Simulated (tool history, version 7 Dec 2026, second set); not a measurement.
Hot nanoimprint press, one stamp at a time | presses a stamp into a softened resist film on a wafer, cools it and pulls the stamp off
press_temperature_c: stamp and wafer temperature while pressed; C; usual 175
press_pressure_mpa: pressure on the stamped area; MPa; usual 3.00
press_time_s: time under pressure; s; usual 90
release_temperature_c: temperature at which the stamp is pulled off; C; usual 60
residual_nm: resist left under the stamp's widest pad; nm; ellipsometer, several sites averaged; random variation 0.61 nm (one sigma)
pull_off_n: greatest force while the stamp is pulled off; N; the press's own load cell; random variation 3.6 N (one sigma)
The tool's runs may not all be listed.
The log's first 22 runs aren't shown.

| run | day | press_temperature_c | press_pressure_mpa | press_time_s | release_temperature_c | residual_nm | pull_off_n |
|---|---|---|---|---|---|---|---|
| 23 | 30.325 | 177 | 3.00 | 90 | 60 | 160.2 | 258 |
|  | 31.204 | plate thermocouple calibrated, once more |
| 24 | 32.042 | 164 | 3.00 | 69 | 60 | 236.5 | 256 |
| 25 | 33.354 | 182 | 3.00 | 73 | 60 | 147.3 | 261 |
| 26 | 34.846 | 182 | 3.00 | 73 | 60 | 147.1 | 263 |
| 27 | 36.625 | 170 | 3.00 | 90 | 60 | 189.5 | 279 |
|  | 37.350 | stamp cleaned and given a new release coat |
| 28 | 38.879 | 164 | 3.00 | 90 | 46 | 223.7 | 297 |
| 29 | 40.196 | 170 | 3.00 | 179 | 51 | 153.7 | 273 |
| 30 | 41.921 | 164 | 3.00 | 88 | 52 | 223.7 | 280 |
| 31 | 43.312 | 164 | 3.00 | 88 | 52 | 226.5 | 280 |

Forecast each of these 3 alternatives for the next run:
| A | 44.588 | 164 | 3.00 | 128 | 52 | ? | ? |
| B | 44.588 | 164 | 3.00 | 88 | 49 | ? | ? |
| C | 44.588 | 175 | 4.10 | 90 | 60 | ? | ? |

| run | residual_nm | pull_off_n |
|---|---|---|
| A | 203.9 | 290 |
| B | 225.5 | 315 |
| C | 139.9 | 250 |
Without the tool's hidden state the same runs would have given:
| run | residual_nm | pull_off_n |
|---|---|---|
| A | 199.0 | 259 |
| B | 220.6 | 282 |
| C | 135.4 | 223 |
